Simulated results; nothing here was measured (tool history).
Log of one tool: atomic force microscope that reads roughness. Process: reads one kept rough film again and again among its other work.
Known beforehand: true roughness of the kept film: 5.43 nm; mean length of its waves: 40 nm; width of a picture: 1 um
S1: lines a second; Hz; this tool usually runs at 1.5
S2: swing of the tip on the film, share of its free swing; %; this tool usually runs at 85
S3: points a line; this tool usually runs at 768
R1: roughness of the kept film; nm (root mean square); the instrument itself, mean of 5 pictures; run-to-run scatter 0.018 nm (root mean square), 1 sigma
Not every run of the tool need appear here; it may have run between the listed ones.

{"run": 1, "hour": 0.0, "S1": 1.5, "S2": 85, "S3": 768, "R1": 3.931}
{"hour": 4.1, "done": "new tip fitted"}
{"run": 2, "hour": 33.5, "S1": 1.5, "S2": 68, "S3": 768, "R1": 4.651}
{"run": 3, "hour": 58.5, "S1": 1.5, "S2": 68, "S3": 768, "R1": 4.605}
{"run": 4, "hour": 80.4, "S1": 1.5, "S2": 68, "S3": 768, "R1": 4.579}
{"run": 5, "hour": 99.5, "S1": 1.5, "S2": 85, "S3": 823, "R1": 4.214}
{"run": 6, "hour": 123.8, "S1": 1.5, "S2": 85, "S3": 841, "R1": 4.143}
{"run": 7, "hour": 165.1, "S1": 1.5, "S2": 85, "S3": 841, "R1": 4.13}
{"run": 8, "hour": 204.6, "S1": 1.5, "S2": 85, "S3": 841, "R1": 4.065}
{"run": 9, "hour": 239.0, "S1": 1.5, "S2": 85, "S3": 524, "R1": 4.083}
{"run": 10, "hour": 261.7, "S1": 1.5, "S2": 85, "S3": 524, "R1": 4.01}
{"run": 11, "hour": 300.2, "S1": 1.5, "S2": 85, "S3": 524, "R1": 3.966}
{"run": 12, "hour": 333.5, "S1": 1.5, "S2": 85, "S3": 768, "R1": 3.952}
{"hour": 352.0, "done": "new tip fitted"}
{"run": 13, "hour": 360.2, "S1": 1.5, "S2": 85, "S3": 768, "R1": 4.334}
{"run": 14, "hour": 402.9, "S1": 1.5, "S2": 85, "S3": 768, "R1": 4.297}
{"run": 15, "hour": 429.2, "S1": 1.5, "S2": 88, "S3": 768, "R1": 4.151}
{"run": 16, "hour": 470.5, "S1": 1.5, "S2": 88, "S3": 768, "R1": 4.113}
{"run": 17, "hour": 495.2, "S1": 1.5, "S2": 88, "S3": 768, "R1": 4.103}
{"run": 18, "hour": 527.0, "S1": 1.5, "S2": 74, "S3": 768, "R1": 4.351}
{"run": 19, "hour": 546.6, "S1": 1.5, "S2": 74, "S3": 768, "R1": 4.297}
{"run": 20, "hour": 584.0, "S1": 2.86, "S2": 85, "S3": 768, "R1": 3.633}
{"run": 21, "hour": 613.9, "S1": 2.86, "S2": 85, "S3": 365, "R1": 3.565}
{"run": 22, "hour": 646.3, "S1": 2.86, "S2": 85, "S3": 365, "R1": 3.566}
{"run": 23, "hour": 678.5, "S1": 2.86, "S2": 85, "S3": 365, "R1": 3.506}
{"hour": 699.9, "done": "new tip fitted"}
{"run": 24, "hour": 710.4, "S1": 1.5, "S2": 69, "S3": 768, "R1": 4.629}
{"run": 25, "hour": 736.1, "S1": 1.5, "S2": 69, "S3": 768, "R1": 4.626}
{"run": 26, "hour": 774.9, "S1": 1.5, "S2": 85, "S3": 620, "R1": 4.225}
{"run": 27, "hour": 810.8, "S1": 1.5, "S2": 85, "S3": 620, "R1": 4.18}
{"run": 28, "hour": 841.0, "S1": 1.5, "S2": 85, "S3": 620, "R1": 4.104}
{"run": 29, "hour": 869.1, "S1": 1.5, "S2": 85, "S3": 329, "R1": 4.101}
{"run": 30, "hour": 903.8, "S1": 1.5, "S2": 85, "S3": 329, "R1": 4.056}
{"run": 31, "hour": 941.3, "S1": 1.5, "S2": 85, "S3": 329, "R1": 4.018}
{"run": 32, "hour": 984.1, "S1": 1.92, "S2": 82, "S3": 799, "R1": 3.94}
{"run": 33, "hour": 1013.9, "S1": 0.67, "S2": 58, "S3": 852, "R1": 4.476}
{"run": 34, "hour": 1038.8, "S1": 1.5, "S2": 84, "S3": 383, "R1": 3.917}
{"hour": 1048.1, "done": "new tip fitted"}
{"run": 35, "hour": 1059.0, "S1": 1.61, "S2": 84, "S3": 383, "R1": 4.314}
{"run": 36, "hour": 1094.3, "S1": 2.55, "S2": 85, "S3": 557, "R1": 3.945}

Each row is a separate what-if for the run after 36, all from the same tool condition, not one after another. Results?
{"run": "A", "hour": 1122.0, "S1": 3.6, "S2": 85, "S3": 481, "R1": "?"}
{"run": "B", "hour": 1122.0, "S1": 2.55, "S2": 61, "S3": 643, "R1": "?"}
{"run": "C", "hour": 1122.0, "S1": 2.55, "S2": 83, "S3": 557, "R1": "?"}
{"run": "D", "hour": 1122.0, "S1": 1.8, "S2": 61, "S3": 288, "R1": "?"}

run=A R1=3.625
run=B R1=4.563
run=C R1=3.977
run=D R1=4.639
Stripped of hidden state, with their random variation kept, the same runs would have yielded:
run=A R1=3.69
run=B R1=4.645
run=C R1=4.049
run=D R1=4.722
